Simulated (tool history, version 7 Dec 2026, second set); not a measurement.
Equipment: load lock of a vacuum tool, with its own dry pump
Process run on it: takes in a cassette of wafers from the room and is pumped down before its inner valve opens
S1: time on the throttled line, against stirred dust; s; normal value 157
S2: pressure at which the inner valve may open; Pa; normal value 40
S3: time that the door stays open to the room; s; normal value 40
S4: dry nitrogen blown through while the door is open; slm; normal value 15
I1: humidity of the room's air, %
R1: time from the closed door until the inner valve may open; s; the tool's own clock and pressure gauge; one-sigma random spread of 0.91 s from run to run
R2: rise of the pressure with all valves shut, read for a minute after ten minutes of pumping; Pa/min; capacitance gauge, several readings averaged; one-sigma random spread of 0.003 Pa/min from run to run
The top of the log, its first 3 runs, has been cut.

run      day   S1  S2  S3  S4    I1     R1     R2
  4   39.767  123  40  40  15  45.3  202.1  0.038
  5   48.467  157  40  40  15  44.2  229.4  0.040
  6   57.054  157  32  40  15  44.0  232.9  0.039
  7   66.358  157  32  40  15  44.3  233.4  0.040
  8   74.804  157  32  40  15  43.3  234.1  0.042
  9   86.042  157  32  40  15  43.7  233.6  0.036
 10   93.100  157  40  88  15  44.6  230.2  0.057
 11  107.138  157  40  88  15  45.5  230.4  0.056
 12  114.129  157  40  40  15  44.3  231.5  0.044
 13  125.733  157  40  40  15  46.0  232.4  0.047
 14  134.642  157  40  40  15  45.7  232.9  0.047
 15  142.246  157  40  40  15  46.1  231.7  0.039
 16  150.529  157  40  40  15  46.3  231.6  0.047
 17  160.892  157  40  40  15  43.1  232.9  0.039
 18  171.779  157  40  40  15  45.4  232.1  0.043
 19  181.679  157  40  40  15  45.9  234.0  0.040
 20  192.162   88  78  27   5  47.8  168.3  0.047
 21  207.833   88  78  27   5  46.1  169.7  0.052

The next listed run, before its measurement:
 22  217.062  88  78  27   5  45.9   ?   ?

{"run 22": {"R1": 168.9, "R2": 0.049}}
If the tool had no hidden condition, the same run with the same run-to-run variation would have returned R1 160.3 s, R2 0.034 Pa/min.
